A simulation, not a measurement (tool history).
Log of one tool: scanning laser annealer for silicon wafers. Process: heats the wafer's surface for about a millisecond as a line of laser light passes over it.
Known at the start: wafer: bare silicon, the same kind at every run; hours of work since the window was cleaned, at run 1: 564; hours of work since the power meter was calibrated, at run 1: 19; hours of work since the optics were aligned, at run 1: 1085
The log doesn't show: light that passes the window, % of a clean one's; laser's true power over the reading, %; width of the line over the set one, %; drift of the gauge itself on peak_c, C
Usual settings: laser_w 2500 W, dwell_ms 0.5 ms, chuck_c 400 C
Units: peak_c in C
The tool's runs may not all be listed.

run,hour,laser_w,dwell_ms,chuck_c,hours of work since the window was cleaned,hours of work since the power meter was calibrated,hours of work since the optics were aligned,peak_c
1,0,2500,0.5,400,564,19,1085,1141
2,17,2500,0.5,400,575,30,1095,1139
3,26.8,2500,0.5,400,581,36,1102,1140
4,38.4,2500,0.5,400,588,43,1109,1138
# hour 41.4: window over the wafer cleaned
5,53.2,2500,0.5,400,7,51,1117,1130
6,73.2,2333,0.5,400,20,64,1130,1078
7,89.1,2333,0.5,400,30,74,1140,1080
8,111,2452,0.5,400,44,88,1154,1113
9,128,2448,0.5,379,55,99,1165,1092
# hour 139.5: window over the wafer cleaned, once more
10,150.4,2325,0.5,400,7,112,1178,1102
11,170.6,2354,0.564,400,20,125,1191,1156
12,182.5,2466,0.399,428,27,132,1198,1083
13,200.1,2466,0.399,428,38,144,1209,1084
14,218.2,2466,0.429,428,50,155,1221,1110

5 ways to go on from here, each from the tool as it stands after run 14. What would each give?
A,240.4,2696,0.452,400,64,169,1235,?
B,240.4,2500,0.411,362,64,169,1235,?
C,240.4,2500,0.529,410,64,169,1235,?
D,240.4,2293,0.606,371,64,169,1235,?
E,240.4,2393,0.5,400,64,169,1235,?

run,peak_c
A,1164
B,1036
C,1186
D,1142
E,1121
Without the tool's hidden state the same runs would have given:
run,peak_c
A,1176
B,1047
C,1198
D,1154
E,1133

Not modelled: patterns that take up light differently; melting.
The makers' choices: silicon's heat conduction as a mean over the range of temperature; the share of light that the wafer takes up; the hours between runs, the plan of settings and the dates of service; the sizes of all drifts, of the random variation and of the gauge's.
